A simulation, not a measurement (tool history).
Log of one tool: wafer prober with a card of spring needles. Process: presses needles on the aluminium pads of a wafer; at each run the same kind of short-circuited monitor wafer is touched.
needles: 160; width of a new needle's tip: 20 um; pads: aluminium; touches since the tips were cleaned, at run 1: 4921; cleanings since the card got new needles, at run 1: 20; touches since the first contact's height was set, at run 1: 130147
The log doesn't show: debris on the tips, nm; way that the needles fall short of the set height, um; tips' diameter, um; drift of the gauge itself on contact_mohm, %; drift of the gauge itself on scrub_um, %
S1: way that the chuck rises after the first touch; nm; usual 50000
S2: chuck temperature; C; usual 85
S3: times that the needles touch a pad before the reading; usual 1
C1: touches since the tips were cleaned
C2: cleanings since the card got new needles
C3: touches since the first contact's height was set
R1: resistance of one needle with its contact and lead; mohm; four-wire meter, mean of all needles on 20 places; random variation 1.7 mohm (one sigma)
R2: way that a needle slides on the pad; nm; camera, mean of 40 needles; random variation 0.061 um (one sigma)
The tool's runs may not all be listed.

run 1 hour=0.0 | S1=50000 S2=85 S3=1 | C1=4921 C2=20 C3=130147 | R1=170 R2=11140
-- hour=2.1 tips cleaned on abrasive film
-- hour=10.3 tips cleaned on abrasive film
-- hour=20.5 tips cleaned on abrasive film
-- hour=30.7 tips cleaned on abrasive film
run 2 hour=37.7 | S1=50000 S2=85 S3=2 | C1=4648 C2=24 C3=155121 | R1=168 R2=11210
-- hour=39.8 tips cleaned on abrasive film
-- hour=48.0 tips cleaned on abrasive film
-- hour=58.2 tips cleaned on abrasive film
run 3 hour=63.7 | S1=50000 S2=85 S3=1 | C1=3695 C2=27 C3=172359 | R1=170 R2=11270
-- hour=67.9 tips cleaned on abrasive film
-- hour=77.8 tips cleaned on abrasive film
-- hour=86.6 tips cleaned on abrasive film
run 4 hour=86.6 | S1=50000 S2=85 S3=2 | C1=0 C2=30 C3=187486 | R1=171 R2=11120
-- hour=96.3 tips cleaned on abrasive film
-- hour=106.5 tips cleaned on abrasive film
run 5 hour=111.7 | S1=50000 S2=85 S3=2 | C1=3517 C2=32 C3=204168 | R1=171 R2=11200
-- hour=115.9 tips cleaned on abrasive film
-- hour=125.8 tips cleaned on abrasive film
run 6 hour=129.3 | S1=50000 S2=85 S3=1 | C1=2317 C2=34 C3=215808 | R1=169 R2=11170
-- hour=131.6 height of the first contact set anew
-- hour=135.8 tips cleaned on abrasive film
-- hour=145.9 tips cleaned on abrasive film
-- hour=156.2 tips cleaned on abrasive film
run 7 hour=160.8 | S1=50000 S2=39 S3=1 | C1=3136 C2=37 C3=19372 | R1=160 R2=11290
-- hour=164.7 tips cleaned on abrasive film
-- hour=174.7 tips cleaned on abrasive film
-- hour=184.9 tips cleaned on abrasive film
-- hour=195.0 tips cleaned on abrasive film
run 8 hour=201.2 | S1=50000 S2=62 S3=1 | C1=4127 C2=41 C3=46104 | R1=166 R2=11220
-- hour=203.3 tips cleaned on abrasive film
-- hour=213.5 tips cleaned on abrasive film
-- hour=223.7 tips cleaned on abrasive film
run 9 hour=230.5 | S1=50000 S2=62 S3=1 | C1=4509 C2=44 C3=65536 | R1=165 R2=11360
-- hour=232.6 tips cleaned on abrasive film
-- hour=242.8 tips cleaned on abrasive film
-- hour=253.0 tips cleaned on abrasive film
-- hour=262.9 tips cleaned on abrasive film
run 10 hour=262.9 | S1=50000 S2=62 S3=1 | C1=0 C2=48 C3=86987 | R1=164 R2=11430
-- hour=273.1 tips cleaned on abrasive film
-- hour=283.3 tips cleaned on abrasive film
run 11 hour=291.1 | S1=50000 S2=85 S3=1 | C1=5159 C2=50 C3=105709 | R1=172 R2=11300
-- hour=293.0 tips cleaned on abrasive film
-- hour=302.9 tips cleaned on abrasive film
-- hour=312.8 tips cleaned on abrasive film
-- hour=321.0 tips cleaned on abrasive film
run 12 hour=324.4 | S1=50000 S2=31 S3=1 | C1=2251 C2=54 C3=127785 | R1=157 R2=11430
-- hour=330.4 tips cleaned on abrasive film
-- hour=338.6 tips cleaned on abrasive film
run 13 hour=344.9 | S1=50000 S2=85 S3=2 | C1=4208 C2=56 C3=141365 | R1=170 R2=11420

Run 14 comes next. What will it give?
-- hour=347.0 tips cleaned on abrasive film
-- hour=356.9 tips cleaned on abrasive film
-- hour=367.1 tips cleaned on abrasive film
run 14 hour=368.5 | S1=50000 S2=85 S3=2 | C1=921 C2=59 C3=156957 | R1=? R2=?

{"run 14": {"R1": 170, "R2": 11340}}
Without the tool's hidden state the same run would have given R1 170 mohm, R2 11030 nm.
